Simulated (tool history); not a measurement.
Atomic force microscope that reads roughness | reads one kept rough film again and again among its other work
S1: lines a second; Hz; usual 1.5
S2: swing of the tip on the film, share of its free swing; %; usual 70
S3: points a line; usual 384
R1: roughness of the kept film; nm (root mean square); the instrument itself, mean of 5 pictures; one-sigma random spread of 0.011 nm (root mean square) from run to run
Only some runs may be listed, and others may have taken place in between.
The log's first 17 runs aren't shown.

run	day	S1	S2	S3	R1
18	25.579	1.5	62	384	2.476
# day 25.821: new tip fitted
19	27.225	1.5	62	384	2.492
# day 28.375: new tip fitted
20	28.654	1.5	63	510	2.538
# day 30.042: height scale calibrated on a step standard
21	30.204	1.5	77	384	2.372
# day 30.988: new tip fitted
22	31.275	1.5	61	478	2.61
23	33.312	1.43	87	517	2.206
# day 33.625: new tip fitted
24	34.775	3.71	56	551	2.489
# day 36.146: new tip fitted
25	36.429	1.75	70	369	2.481
26	37.742	2.14	62	315	2.492
# day 38.796: new tip fitted
27	39.225	0.95	83	384	2.447
28	40.379	2.65	83	384	2.032
# day 41.392: new tip fitted
29	41.392	0.55	63	384	2.696
30	43.175	1.5	64	448	2.523
# day 43.942: new tip fitted
31	44.562	1.5	64	448	2.564
32	46.346	1.5	65	298	2.473
# day 46.488: new tip fitted
33	47.975	1.5	65	298	2.496
# day 49.121: new tip fitted
34	49.583	3.53	61	421	2.421

Each row is a separate what-if for the run after 34, all from the same tool condition, not one after another. Results?
A	51.296	3.36	61	539	?
B	51.296	1.5	70	384	?
C	51.296	1.63	65	421	?

run	R1
A	2.382
B	2.434
C	2.468
Had the tool no hidden state, the same runs would have come out as:
run	R1
A	2.481
B	2.535
C	2.57
